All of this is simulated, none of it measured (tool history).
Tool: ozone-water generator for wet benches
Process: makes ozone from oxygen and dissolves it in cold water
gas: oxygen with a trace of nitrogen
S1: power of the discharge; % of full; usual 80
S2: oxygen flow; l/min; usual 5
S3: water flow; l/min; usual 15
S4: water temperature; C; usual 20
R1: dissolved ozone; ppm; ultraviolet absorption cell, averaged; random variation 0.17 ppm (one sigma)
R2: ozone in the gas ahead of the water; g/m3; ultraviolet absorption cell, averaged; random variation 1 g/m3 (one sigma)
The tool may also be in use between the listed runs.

run	hour	S1	S2	S3	S4	R1	R2
1	0	80	5	15	20	21.2	176.7
2	75.4	80	6.47	15	20	20.3	149.8
3	172.5	80	5	15	20	20.9	177.3
4	300.3	80	5	10	20	27.6	174.4
5	431.5	80	5	10	20	27.6	175.3
6	520.9	80	3.63	15	20	21.8	216.7
7	646	80	3.63	15	20	22.2	218.6
8	747	49	6.87	15	20	14.1	104.4
9	805	49	6.87	15	20	14.3	104.8
10	916.4	94	5	9	20	32	194
11	990.4	94	5	9	20	32.1	194.7
12	1055.9	69	5	15	20	18.8	159.7
13	1168.4	69	5	13	20	20.7	159.5
14	1296.3	48	5	15	16	16.1	127.3

4 ways to go on from here, each from the tool as it stands after run 14. What would each give?
A	1385.6	48	4.74	15	16	?	?
B	1385.6	55	5	15	20	?	?
C	1385.6	91	4.96	22	16	?	?
D	1385.6	40	5	15	20	?	?

run	R1	R2
A	16.1	131.7
B	16.3	137.3
C	17.2	190.6
D	13.6	112.8
Without the tool's hidden state the same runs would have given:
run	R1	R2
A	17	135.3
B	17.3	141.5
C	18.5	198.7
D	14.3	115.4

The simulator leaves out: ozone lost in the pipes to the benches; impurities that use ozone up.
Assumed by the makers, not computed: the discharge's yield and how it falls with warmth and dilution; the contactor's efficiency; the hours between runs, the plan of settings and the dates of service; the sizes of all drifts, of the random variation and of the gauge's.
